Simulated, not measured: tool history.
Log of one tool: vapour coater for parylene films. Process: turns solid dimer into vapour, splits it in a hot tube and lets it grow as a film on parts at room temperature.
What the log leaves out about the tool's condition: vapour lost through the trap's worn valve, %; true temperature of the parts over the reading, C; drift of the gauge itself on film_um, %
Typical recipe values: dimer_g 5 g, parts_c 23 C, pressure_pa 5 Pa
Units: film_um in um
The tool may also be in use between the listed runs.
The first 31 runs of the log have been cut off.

| run | hour | dimer_g | parts_c | pressure_pa | hours of work since the trap's valve was overhauled | hours of work since the table's thermometer was calibrated | film_um |
|---|---|---|---|---|---|---|---|
| 32 | 1040.6 | 5 | 22 | 10.44 | 100 | 1284 | 1.79 |
| 33 | 1078.8 | 5 | 22 | 10.44 | 134 | 1317 | 1.78 |
| 34 | 1108.7 | 5 | 23 | 2.22 | 160 | 1344 | 2.27 |
| 35 | 1140.9 | 3 | 25 | 11.05 | 189 | 1372 | 0.91 |
| 36 | 1178.1 | 5 | 19 | 2.79 | 221 | 1405 | 2.6 |
| 37 | 1220.6 | 3 | 19 | 2.98 | 259 | 1443 | 1.53 |
| 38 | 1240.5 | 5 | 24 | 6.87 | 277 | 1460 | 1.72 |
| 39 | 1269 | 7 | 21 | 2.47 | 302 | 1485 | 3.36 |
| 40 | 1307.5 | 2 | 31 | 7.77 | 336 | 1519 | 0.48 |
| 41 | 1353.1 | 2 | 24 | 11.52 | 376 | 1560 | 0.62 |
| 42 | 1382.1 | 2 | 17 | 5 | 402 | 1585 | 0.99 |
|  | 1407.1 | trap's valve overhauled |
| 43 | 1410.5 | 3 | 23 | 7.65 | 3 | 1607 | 1.08 |

Consider 4 possible next runs. They are alternatives, not a sequence: every one starts from the tool as it was left by run 43. What does each give?
| A | 1442.8 | 5 | 29 | 9.17 | 32 | 1636 | ? |
| B | 1442.8 | 3 | 20 | 2.09 | 32 | 1636 | ? |
| C | 1442.8 | 4 | 23 | 5 | 32 | 1636 | ? |
| D | 1442.8 | 5 | 33 | 7.93 | 32 | 1636 | ? |

| run | film_um |
|---|---|
| A | 1.35 |
| B | 1.62 |
| C | 1.62 |
| D | 1.16 |
Without the tool's unlogged condition, the same runs would have read:
| run | film_um |
|---|---|
| A | 1.31 |
| B | 1.57 |
| C | 1.56 |
| D | 1.12 |

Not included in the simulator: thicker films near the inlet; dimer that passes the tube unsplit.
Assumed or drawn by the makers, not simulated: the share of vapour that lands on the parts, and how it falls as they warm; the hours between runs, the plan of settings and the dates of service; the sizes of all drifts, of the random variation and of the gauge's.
